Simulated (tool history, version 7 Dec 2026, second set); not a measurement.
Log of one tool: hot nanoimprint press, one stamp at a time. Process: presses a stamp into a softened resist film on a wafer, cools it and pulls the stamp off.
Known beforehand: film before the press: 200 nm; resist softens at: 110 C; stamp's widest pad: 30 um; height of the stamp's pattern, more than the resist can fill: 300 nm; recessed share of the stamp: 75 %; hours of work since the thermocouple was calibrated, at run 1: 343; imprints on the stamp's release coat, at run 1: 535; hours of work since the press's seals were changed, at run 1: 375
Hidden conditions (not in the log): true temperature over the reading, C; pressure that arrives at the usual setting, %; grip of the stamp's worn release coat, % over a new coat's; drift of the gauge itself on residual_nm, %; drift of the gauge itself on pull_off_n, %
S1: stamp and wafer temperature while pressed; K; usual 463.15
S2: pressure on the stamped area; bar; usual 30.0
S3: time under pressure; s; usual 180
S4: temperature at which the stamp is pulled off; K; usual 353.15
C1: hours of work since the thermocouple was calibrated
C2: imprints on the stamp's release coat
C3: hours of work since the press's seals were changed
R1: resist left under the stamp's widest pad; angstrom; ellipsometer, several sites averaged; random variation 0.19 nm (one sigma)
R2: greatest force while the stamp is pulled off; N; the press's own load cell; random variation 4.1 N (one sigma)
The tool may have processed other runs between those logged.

run     day      S1    S2   S3      S4   C1   C2   C3    R1   R2
  1   0.000  463.15  30.0  180  353.15  343  535  375   858  237
  2   1.179  463.15  30.0  328  353.15  356  611  388   696  256
  3   2.562  463.15  30.0  328  353.15  371  701  403   698  272
  4   4.075  463.15  30.0  328  353.15  387  799  419   692  280
  5   5.458  463.15  30.0  328  353.15  402  889  434   697  282
      7.504  -- stamp cleaned and given a new release coat
  6   7.600  463.15  30.0  328  353.15  423    6  454   695  194
  7   8.654  463.15  30.0  328  353.15  434   74  466   694  208
      9.129  -- plate thermocouple calibrated
  8  11.146  463.15  30.0  328  353.15   22  228  491   682  211
  9  12.262  463.15  30.0  328  353.15   34  300  503   681  217
     14.538  -- plate thermocouple calibrated, once more
 10  14.800  463.15  18.4  180  353.15    3  457  529  1131  252
 11  17.058  463.15  18.6  146  353.15   27  603  553  1188  252
 12  19.375  463.15  18.9  174  352.15   52  753  578  1118  275
 13  21.788  463.15  18.9  174  352.15   78  909  604  1119  288
     23.608  -- stamp cleaned and given a new release coat
 14  24.288  472.15  45.0  288  343.15  102   44  628   465  226
     26.525  -- press's hydraulic seals changed and the load cell set to zero
 15  26.900  458.15  22.4  139  341.15  127  192    4  1221  250
 16  29.079  457.15  22.4  139  341.15  150  333   27  1251  258
 17  31.346  464.15  40.8  143  359.15  175  480   52   749  224
 18  33.762  464.15  40.8  143  359.15  201  636   78   755  240

Results for each run, recomputed without the tool's hidden state and with each run's random variation untouched:
run    R1   R2
  1   867  189
  2   704  199
  3   706  204
  4   700  202
  5   706  197
  6   705  196
  7   704  204
  8   706  194
  9   706  193
 10  1126  207
 11  1184  195
 12  1114  201
 13  1117  198
 14   453  222
 15  1238  231
 16  1269  224
 17   763  183
 18   769  184
